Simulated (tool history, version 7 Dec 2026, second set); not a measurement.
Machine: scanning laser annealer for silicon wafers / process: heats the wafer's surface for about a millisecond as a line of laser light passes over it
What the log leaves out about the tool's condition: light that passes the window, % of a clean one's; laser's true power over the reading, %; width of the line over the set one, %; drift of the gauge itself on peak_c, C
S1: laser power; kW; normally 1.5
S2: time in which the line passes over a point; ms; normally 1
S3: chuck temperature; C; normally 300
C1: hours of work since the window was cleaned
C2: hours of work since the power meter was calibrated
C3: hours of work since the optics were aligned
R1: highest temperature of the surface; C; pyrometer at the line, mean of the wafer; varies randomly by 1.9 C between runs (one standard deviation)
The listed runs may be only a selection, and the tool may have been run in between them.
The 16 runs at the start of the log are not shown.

| run | hour | S1 | S2 | S3 | C1 | C2 | C3 | R1 |
|---|---|---|---|---|---|---|---|---|
| 17 | 1104.8 | 1.5 | 0.73 | 300 | 40 | 1199 | 570 | 972 |
| 18 | 1178.1 | 1.5 | 1 | 325 | 70 | 1229 | 599 | 1113 |
| 19 | 1254.9 | 1.5 | 1 | 325 | 101 | 1260 | 631 | 1110 |
| 20 | 1343.8 | 1.5 | 0.84 | 325 | 138 | 1296 | 667 | 1042 |
| 21 | 1424.2 | 1.621 | 1.23 | 290 | 170 | 1329 | 700 | 1244 |
| 22 | 1522.7 | 1.6 | 1 | 300 | 210 | 1369 | 740 | 1138 |
| 23 | 1585.7 | 1.581 | 1 | 281 | 236 | 1395 | 765 | 1099 |
| 24 | 1672.4 | 1.412 | 1 | 338 | 271 | 1430 | 801 | 1045 |
| 25 | 1751.2 | 1.414 | 1 | 338 | 303 | 1462 | 833 | 1042 |
|  | 1815.5 | window over the wafer cleaned |
| 26 | 1816.2 | 1.537 | 1 | 300 | 0 | 1488 | 858 | 1112 |
| 27 | 1890.5 | 1.5 | 1.01 | 262 | 31 | 1518 | 889 | 1049 |
| 28 | 1973.6 | 1.569 | 1 | 321 | 64 | 1552 | 922 | 1151 |
| 29 | 2036.5 | 1.5 | 0.97 | 281 | 90 | 1577 | 948 | 1046 |
| 30 | 2095.1 | 1.5 | 0.95 | 331 | 114 | 1601 | 972 | 1086 |
| 31 | 2161.7 | 1.5 | 0.84 | 300 | 141 | 1628 | 999 | 1009 |
| 32 | 2224 | 1.5 | 0.8 | 306 | 166 | 1654 | 1024 | 992 |
| 33 | 2272.6 | 1.389 | 0.8 | 300 | 186 | 1673 | 1044 | 919 |
| 34 | 2320.8 | 1.389 | 0.8 | 300 | 206 | 1693 | 1064 | 913 |
| 35 | 2362.3 | 1.389 | 0.8 | 300 | 223 | 1710 | 1081 | 917 |
| 36 | 2415.2 | 1.561 | 1 | 300 | 244 | 1731 | 1102 | 1103 |
| 37 | 2498.9 | 1.561 | 1 | 300 | 278 | 1766 | 1136 | 1098 |
| 38 | 2584 | 1.561 | 1 | 300 | 313 | 1800 | 1171 | 1096 |
|  | 2631.3 | window over the wafer cleaned |
| 39 | 2661.2 | 1.591 | 1.13 | 319 | 12 | 1831 | 1202 | 1218 |
| 40 | 2751.5 | 1.591 | 1.13 | 319 | 49 | 1868 | 1238 | 1211 |

Here are 5 independent what-if runs from the current tool condition. What would each one return?
| A | 2808.6 | 1.591 | 0.79 | 319 | 72 | 1891 | 1262 | ? |
| B | 2808.6 | 1.57 | 1 | 300 | 72 | 1891 | 1262 | ? |
| C | 2808.6 | 1.485 | 1 | 334 | 72 | 1891 | 1262 | ? |
| D | 2808.6 | 1.591 | 0.8 | 319 | 72 | 1891 | 1262 | ? |
| E | 2808.6 | 1.498 | 0.97 | 306 | 72 | 1891 | 1262 | ? |

| run | R1 |
|---|---|
| A | 1060 |
| B | 1122 |
| C | 1095 |
| D | 1060 |
| E | 1066 |
Without the tool's unlogged condition, the same runs would have read:
| run | R1 |
|---|---|
| A | 1092 |
| B | 1157 |
| C | 1128 |
| D | 1092 |
| E | 1098 |
